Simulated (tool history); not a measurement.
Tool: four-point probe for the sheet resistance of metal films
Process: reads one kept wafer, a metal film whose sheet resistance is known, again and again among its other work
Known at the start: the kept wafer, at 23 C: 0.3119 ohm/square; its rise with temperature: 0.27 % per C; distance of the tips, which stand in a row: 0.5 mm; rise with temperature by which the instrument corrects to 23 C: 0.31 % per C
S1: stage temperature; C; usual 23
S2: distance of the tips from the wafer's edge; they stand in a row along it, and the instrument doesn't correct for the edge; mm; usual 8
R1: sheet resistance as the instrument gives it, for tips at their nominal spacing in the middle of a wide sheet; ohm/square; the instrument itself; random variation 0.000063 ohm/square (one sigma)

Run 1, hour 0: usual settings. Result: R1 0.309275 ohm/square.
Run 2, hour 10.6: usual settings. Result: R1 0.309205 ohm/square.
Run 3, hour 25.3: usual settings. Result: R1 0.309268 ohm/square.
Run 4, hour 34.7: usual settings but S2 50 mm. Result: R1 0.30853 ohm/square.
Run 5, hour 47.7: usual settings. Result: R1 0.309128 ohm/square.
Run 6, hour 62.2: usual settings but S1 21 C. Result: R1 0.309433 ohm/square.
Run 7, hour 77.6: usual settings but S2 3 mm. Result: R1 0.312988 ohm/square.
Run 8, hour 91.1: usual settings but S2 3 mm. Result: R1 0.312963 ohm/square.
Run 9, hour 104: usual settings but S2 3 mm. Result: R1 0.312798 ohm/square.
Run 10, hour 115.8: usual settings. Result: R1 0.308967 ohm/square.
Run 11, hour 129.1: usual settings. Result: R1 0.308912 ohm/square.
Run 12, hour 140.9: usual settings. Result: R1 0.308752 ohm/square.
Run 13, hour 150.5: usual settings. Result: R1 0.308742 ohm/square.
Run 14, hour 161: usual settings but S2 15 mm. Result: R1 0.308389 ohm/square.
Run 15, hour 171.6: usual settings but S2 15 mm. Result: R1 0.308322 ohm/square.
At hour 173.2: stage's thermometer calibrated.
Run 16, hour 182.4: usual settings but S2 15 mm. Result: R1 0.308144 ohm/square.
Run 17, hour 195.1: usual settings but S2 10 mm. Result: R1 0.308404 ohm/square.
Run 18, hour 203: usual settings but S1 29 C, S2 45 mm. Result: R1 0.307156 ohm/square.
Run 19, hour 216.3: usual settings but S1 27 C, S2 10 mm. Result: R1 0.307753 ohm/square.
Run 20, hour 227.3: usual settings but S1 31 C, S2 23 mm. Result: R1 0.306986 ohm/square.
Run 21, hour 239.5: usual settings but S1 31 C, S2 56 mm. Result: R1 0.306848 ohm/square.
Run 22, hour 251.1: usual settings but S1 22 C, S2 41 mm. Result: R1 0.307875 ohm/square.
Run 23, hour 259.3: usual settings but S2 63 mm. Result: R1 0.307798 ohm/square.
At hour 268.2: stage's thermometer calibrated, once more.
Run 24, hour 274.2: usual settings but S2 4 mm. Result: R1 0.310246 ohm/square.
Run 25, hour 286.9: usual settings but S2 4 mm. Result: R1 0.310158 ohm/square.
Run 26, hour 299.3: usual settings but S2 4 mm. Result: R1 0.310092 ohm/square.
Run 27, hour 311.9: usual settings but S2 4 mm. Result: R1 0.31014 ohm/square.
Run 28, hour 320.5: usual settings but S2 4 mm. Result: R1 0.310278 ohm/square.
Run 29, hour 331.6: usual settings but S1 19 C, S2 28 mm. Result: R1 0.308136 ohm/square.
Run 30, hour 347.2: usual settings but S2 6 mm. Result: R1 0.308563 ohm/square.

Some steps in R1 between neighbouring runs. How much of each would the tool show without its hidden state too (settings, what came in, random variation), and how much is left for the hidden state, with any gauge scatter that isn't in both results?
The hidden state here: inner tips' distance over the nominal, %; tips' flats over new ones', %; wafer's true temperature over the reading, C; drift of the gauge itself on sheet_ohm, %.
Run 6 -> 7: S1 21 -> 23, S2 8 -> 3. R1 +0.003555 ohm/square: hidden state -0.000089, all else +0.003644.
Run 9 -> 10: S2 3 -> 8. R1 -0.003831 ohm/square: hidden state +0, all else -0.003831.
Run 23 -> 24: S2 63 -> 4, stage's thermometer calibrated, once more. R1 +0.002448 ohm/square: hidden state -0.000134, all else +0.002582.
Run 29 -> 30: S1 19 -> 23, S2 28 -> 6. R1 +0.000427 ohm/square: hidden state -0.000063, all else +0.00049.
